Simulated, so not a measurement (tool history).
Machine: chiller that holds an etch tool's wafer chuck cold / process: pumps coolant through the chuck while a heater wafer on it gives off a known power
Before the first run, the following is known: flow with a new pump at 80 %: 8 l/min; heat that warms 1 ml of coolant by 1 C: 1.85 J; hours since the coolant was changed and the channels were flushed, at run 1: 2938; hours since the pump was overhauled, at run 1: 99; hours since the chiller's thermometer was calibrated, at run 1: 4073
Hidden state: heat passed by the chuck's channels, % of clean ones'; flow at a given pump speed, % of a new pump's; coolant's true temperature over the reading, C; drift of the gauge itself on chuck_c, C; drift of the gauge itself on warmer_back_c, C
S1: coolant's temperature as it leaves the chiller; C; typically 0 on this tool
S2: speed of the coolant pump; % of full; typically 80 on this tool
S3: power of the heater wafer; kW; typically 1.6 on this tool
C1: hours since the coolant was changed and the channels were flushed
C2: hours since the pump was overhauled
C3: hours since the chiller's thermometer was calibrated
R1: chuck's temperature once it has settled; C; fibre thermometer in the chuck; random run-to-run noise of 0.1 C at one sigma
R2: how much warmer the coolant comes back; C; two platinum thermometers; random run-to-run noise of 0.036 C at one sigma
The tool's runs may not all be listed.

Run 1, hour 0: usual settings; C1 2938; C2 99; C3 4073. Result: R1 13.4 C, R2 6.47 C.
Run 2, hour 34: usual settings but S3 1.796 kW; C1 2972; C2 133; C3 4107. Result: R1 14.9 C, R2 7.27 C.
Run 3, hour 63.2: usual settings but S1 -8 C; C1 3002; C2 162; C3 4136. Result: R1 5.6 C, R2 6.44 C.
Run 4, hour 100.7: usual settings; C1 3039; C2 199; C3 4173. Result: R1 13.6 C, R2 6.45 C.
Run 5, hour 129.2: usual settings but S2 67 % of full; C1 3068; C2 228; C3 4202. Result: R1 15.9 C, R2 7.88 C.
Run 6, hour 157.9: usual settings but S2 67 % of full; C1 3096; C2 257; C3 4231. Result: R1 16.1 C, R2 7.86 C.
At hour 160.8: chiller's thermometer calibrated.
Run 7, hour 192.7: usual settings but S2 67 % of full; C1 3130; C2 290; C3 32. Result: R1 16.4 C, R2 7.88 C.
Run 8, hour 223.5: usual settings but S2 67 % of full; C1 3161; C2 321; C3 63. Result: R1 16.7 C, R2 7.93 C.
Run 9, hour 249.4: usual settings but S1 -2 C; C1 3187; C2 347; C3 89. Result: R1 12.1 C, R2 6.42 C.
Run 10, hour 287: usual settings but S1 -2 C; C1 3224; C2 385; C3 126. Result: R1 12.1 C, R2 6.46 C.
Run 11, hour 315.1: usual settings but S1 -2 C; C1 3253; C2 413; C3 154. Result: R1 12.3 C, R2 6.46 C.
Run 12, hour 351.5: usual settings but S1 -2 C; C1 3289; C2 449; C3 191. Result: R1 12.1 C, R2 6.47 C.
Run 13, hour 374.6: usual settings but S1 10 C, S2 65 % of full; C1 3312; C2 472; C3 214. Result: R1 27.3 C, R2 8.19 C.
Run 14, hour 397.3: usual settings but S1 10 C, S2 65 % of full; C1 3335; C2 495; C3 236. Result: R1 27.4 C, R2 8.17 C.
Run 15, hour 418.9: usual settings but S1 -3 C, S2 81 % of full, S3 0.939 kW; C1 3356; C2 517; C3 258. Result: R1 5.1 C, R2 3.75 C.
Run 16, hour 436.6: usual settings but S1 -3 C, S2 71 % of full, S3 0.818 kW; C1 3374; C2 534; C3 276. Result: R1 5 C, R2 3.77 C.
Run 17, hour 463.2: usual settings but S1 -3 C, S2 71 % of full, S3 0.818 kW; C1 3401; C2 561; C3 302. Result: R1 5.2 C, R2 3.82 C.
Run 18, hour 504.4: usual settings but S1 -2 C, S2 68 % of full; C1 3442; C2 602; C3 344. Result: R1 14.6 C, R2 7.78 C.
Run 19, hour 531.1: usual settings but S1 7 C, S2 95 % of full, S3 1.545 kW; C1 3468; C2 629; C3 370. Result: R1 18.7 C, R2 5.13 C.
Run 20, hour 573.5: usual settings but S1 -3 C; C1 3511; C2 671; C3 413. Result: R1 11.4 C, R2 6.46 C.
Run 21, hour 593.8: usual settings but S1 -3 C; C1 3531; C2 691; C3 433. Result: R1 11.2 C, R2 6.58 C.

Predict the results of run 22:
Run 22, hour 634.1: usual settings but S1 -3 C; C1 3571; C2 732; C3 473. Result: R1 ?, R2 ?.

Logged for run 22: R1 11.3 C, R2 6.52 C.
With the hidden condition absent and the run-to-run variation left alone, this run would have shown R1 9.5 C, R2 6.48 C.
